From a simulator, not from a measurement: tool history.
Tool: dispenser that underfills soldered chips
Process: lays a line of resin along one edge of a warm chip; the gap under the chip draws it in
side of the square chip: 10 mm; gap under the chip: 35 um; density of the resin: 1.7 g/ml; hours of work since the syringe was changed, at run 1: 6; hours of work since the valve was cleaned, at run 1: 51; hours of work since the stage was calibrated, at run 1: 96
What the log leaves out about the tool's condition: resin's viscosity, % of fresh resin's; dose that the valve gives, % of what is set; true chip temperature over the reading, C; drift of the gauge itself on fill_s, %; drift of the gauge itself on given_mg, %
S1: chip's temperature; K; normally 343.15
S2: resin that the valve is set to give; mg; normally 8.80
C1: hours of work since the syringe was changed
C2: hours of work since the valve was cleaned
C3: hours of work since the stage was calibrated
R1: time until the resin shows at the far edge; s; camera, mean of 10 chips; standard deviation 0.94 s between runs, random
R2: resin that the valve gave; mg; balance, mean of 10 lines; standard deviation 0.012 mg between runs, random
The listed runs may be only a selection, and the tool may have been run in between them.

Run 1, hour 0.0: usual settings; C1 6; C2 51; C3 96. Result: R1 157.0 s, R2 8.63 mg.
Run 2, hour 2.3: usual settings; C1 8; C2 53; C3 97. Result: R1 176.8 s, R2 8.61 mg.
Run 3, hour 6.5: usual settings; C1 10; C2 55; C3 100. Result: R1 219.0 s, R2 8.63 mg.
At hour 7.7: new syringe of resin.
Run 4, hour 9.4: usual settings; C1 1; C2 57; C3 102. Result: R1 100.9 s, R2 8.62 mg.
Run 5, hour 13.5: usual settings; C1 4; C2 59; C3 104. Result: R1 124.1 s, R2 8.61 mg.
Run 6, hour 15.9: usual settings but S1 341.15 K; C1 5; C2 61; C3 106. Result: R1 157.8 s, R2 8.61 mg.
Run 7, hour 18.6: usual settings but S1 341.15 K; C1 7; C2 62; C3 107. Result: R1 178.2 s, R2 8.59 mg.
Run 8, hour 21.8: usual settings; C1 9; C2 64; C3 109. Result: R1 192.5 s, R2 8.58 mg.
At hour 25.8: dispensing valve cleaned and set on the balance.
At hour 26.5: new syringe of resin.
Run 9, hour 27.3: usual settings but S1 355.15 K; C1 1; C2 1; C3 112. Result: R1 51.0 s, R2 8.83 mg.
Run 10, hour 32.3: usual settings but S1 330.15 K; C1 4; C2 4; C3 115. Result: R1 254.9 s, R2 8.78 mg.
Run 11, hour 37.2: usual settings but S2 8.52 mg; C1 7; C2 7; C3 118. Result: R1 161.2 s, R2 8.49 mg.
Run 12, hour 39.9: usual settings but S2 8.52 mg; C1 8; C2 9; C3 120. Result: R1 187.5 s, R2 8.51 mg.
Run 13, hour 42.0: usual settings but S2 8.52 mg; C1 10; C2 10; C3 121. Result: R1 207.6 s, R2 8.49 mg.
At hour 44.0: new syringe of resin.
Run 14, hour 46.8: usual settings but S2 8.52 mg; C1 2; C2 13; C3 124. Result: R1 106.7 s, R2 8.48 mg.
Run 15, hour 51.5: usual settings but S2 8.77 mg; C1 5; C2 16; C3 127. Result: R1 138.2 s, R2 8.72 mg.
Run 16, hour 55.6: usual settings but S1 335.15 K; C1 7; C2 18; C3 129. Result: R1 258.7 s, R2 8.73 mg.
Run 17, hour 57.8: usual settings; C1 9; C2 19; C3 131. Result: R1 186.0 s, R2 8.72 mg.
Run 18, hour 60.2: usual settings; C1 10; C2 21; C3 132. Result: R1 213.5 s, R2 8.73 mg.
At hour 61.6: new syringe of resin.
Run 19, hour 65.6: usual settings; C1 2; C2 24; C3 135. Result: R1 113.8 s, R2 8.73 mg.
Run 20, hour 67.7: usual settings; C1 4; C2 25; C3 137. Result: R1 129.8 s, R2 8.72 mg.
Run 21, hour 71.5: usual settings but S1 338.15 K, S2 9.47 mg; C1 6; C2 28; C3 139. Result: R1 201.9 s, R2 9.36 mg.
Run 22, hour 74.2: usual settings but S1 338.15 K, S2 9.47 mg; C1 8; C2 29; C3 141. Result: R1 236.5 s, R2 9.37 mg.
At hour 79.0: new syringe of resin.
Run 23, hour 79.4: usual settings but S1 355.15 K, S2 10.35 mg; C1 0; C2 32; C3 144. Result: R1 49.9 s, R2 10.21 mg.
Run 24, hour 84.1: usual settings but S1 356.15 K; C1 3; C2 35; C3 147. Result: R1 62.2 s, R2 8.67 mg.
Run 25, hour 86.4: usual settings but S1 356.15 K, S2 10.82 mg; C1 5; C2 37; C3 148. Result: R1 67.0 s, R2 10.67 mg.
Run 26, hour 91.1: usual settings but S1 356.15 K, S2 8.35 mg; C1 7; C2 40; C3 151. Result: R1 89.9 s, R2 8.25 mg.
Run 27, hour 93.6: usual settings but S1 355.15 K, S2 8.38 mg; C1 9; C2 41; C3 152. Result: R1 107.5 s, R2 8.25 mg.
Run 28, hour 96.0: usual settings but S1 340.15 K; C1 10; C2 43; C3 154. Result: R1 263.2 s, R2 8.66 mg.
At hour 96.7: new syringe of resin.
Run 29, hour 98.4: usual settings but S1 352.15 K, S2 8.06 mg; C1 1; C2 44; C3 155. Result: R1 65.7 s, R2 7.92 mg.
Run 30, hour 100.8: usual settings but S1 352.15 K, S2 8.06 mg; C1 3; C2 45; C3 157. Result: R1 75.1 s, R2 7.93 mg.
Run 31, hour 103.7: usual settings but S1 345.15 K, S2 8.21 mg; C1 4; C2 47; C3 158. Result: R1 125.1 s, R2 8.05 mg.
Run 32, hour 108.8: usual settings but S1 345.15 K, S2 8.21 mg; C1 8; C2 50; C3 162. Result: R1 163.3 s, R2 8.07 mg.
Run 33, hour 112.7: usual settings but S1 345.15 K, S2 8.21 mg; C1 10; C2 53; C3 164. Result: R1 200.9 s, R2 8.04 mg.
At hour 114.5: new syringe of resin.
Run 34, hour 117.0: usual settings but S1 345.15 K, S2 8.21 mg; C1 2; C2 55; C3 166. Result: R1 96.2 s, R2 8.02 mg.
Run 35, hour 119.7: usual settings but S1 351.15 K, S2 8.21 mg; C1 3; C2 57; C3 168. Result: R1 82.9 s, R2 8.03 mg.
Run 36, hour 123.9: usual settings but S1 351.15 K, S2 8.21 mg; C1 6; C2 60; C3 171. Result: R1 101.6 s, R2 8.02 mg.

Selected run-to-run steps in R1, each split into two signed amounts: the part the tool would show with no hidden state at all (from settings, incoming material and random variation), and the remainder, which goes to the hidden state together with any gauge scatter not common to the measured and the hidden-state-free results:
Run 3 -> 4: new syringe of resin. R1 -118.1 s: hidden state -118.6, all else +0.5.
Run 9 -> 10: S1 355.15 -> 330.15. R1 +203.9 s: hidden state +70.4, all else +133.5.
Run 22 -> 23: S1 338.15 -> 355.15, S2 9.47 -> 10.35, new syringe of resin. R1 -186.6 s: hidden state -118.6, all else -68.0.
Run 28 -> 29: S1 340.15 -> 352.15, S2 8.80 -> 8.06, new syringe of resin. R1 -197.5 s: hidden state -150.4, all else -47.1.

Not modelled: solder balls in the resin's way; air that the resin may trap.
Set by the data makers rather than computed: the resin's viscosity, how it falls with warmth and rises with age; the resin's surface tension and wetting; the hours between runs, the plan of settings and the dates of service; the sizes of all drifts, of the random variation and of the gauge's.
